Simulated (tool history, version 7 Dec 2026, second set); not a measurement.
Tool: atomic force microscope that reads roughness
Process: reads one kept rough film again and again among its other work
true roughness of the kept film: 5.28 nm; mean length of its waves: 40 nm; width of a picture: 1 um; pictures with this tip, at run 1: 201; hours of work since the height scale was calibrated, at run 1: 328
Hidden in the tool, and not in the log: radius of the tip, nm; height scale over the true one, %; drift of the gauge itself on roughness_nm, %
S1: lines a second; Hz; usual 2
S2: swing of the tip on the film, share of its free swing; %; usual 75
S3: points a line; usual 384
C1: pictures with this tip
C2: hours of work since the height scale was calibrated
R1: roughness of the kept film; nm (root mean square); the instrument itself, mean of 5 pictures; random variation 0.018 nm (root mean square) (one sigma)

run   hour    S1  S2   S3   C1   C2     R1
  1      0     2  75  384  201  328  4.307
  2    6.5     2  75  384  214  332  4.267
      16.7  -- new tip fitted
  3   18.3  0.65  75  384    3  338  4.677
  4     26  0.65  75  384   18  343  4.714
  5   34.2  0.65  75  384   35  348   4.69
  6   44.8  0.65  75  384   56  354   4.72
  7   51.8  0.65  75  384   70  358  4.718
  8   60.4  2.16  84  895   87  363  3.949
  9   66.6   3.7  68  384   99  366  4.181
 10   80.2  2.13  70  415  126  374  4.413
 11   88.6  2.13  70  415  143  379  4.419
 12   97.6  2.13  70  415  161  384  4.438
 13  107.4  2.13  70  415  181  390  4.407
 14  115.5  0.96  57  264  197  395  4.801

Forecast each of these 5 alternatives for the next run:
  A  124.2  0.96  73  310  214  400   ?
  B  124.2   1.6  57  264  214  400   ?
  C  124.2  1.45  75  384  214  400   ?
  D  124.2  2.05  75  457  214  400   ?
  E  124.2   0.5  57  264  214  400   ?

run     R1
  A  4.583
  B  4.688
  C  4.446
  D  4.256
  E  4.807
Without the tool's hidden state the same runs would have given:
run     R1
  A  4.597
  B  4.702
  C   4.46
  D  4.269
  E  4.822
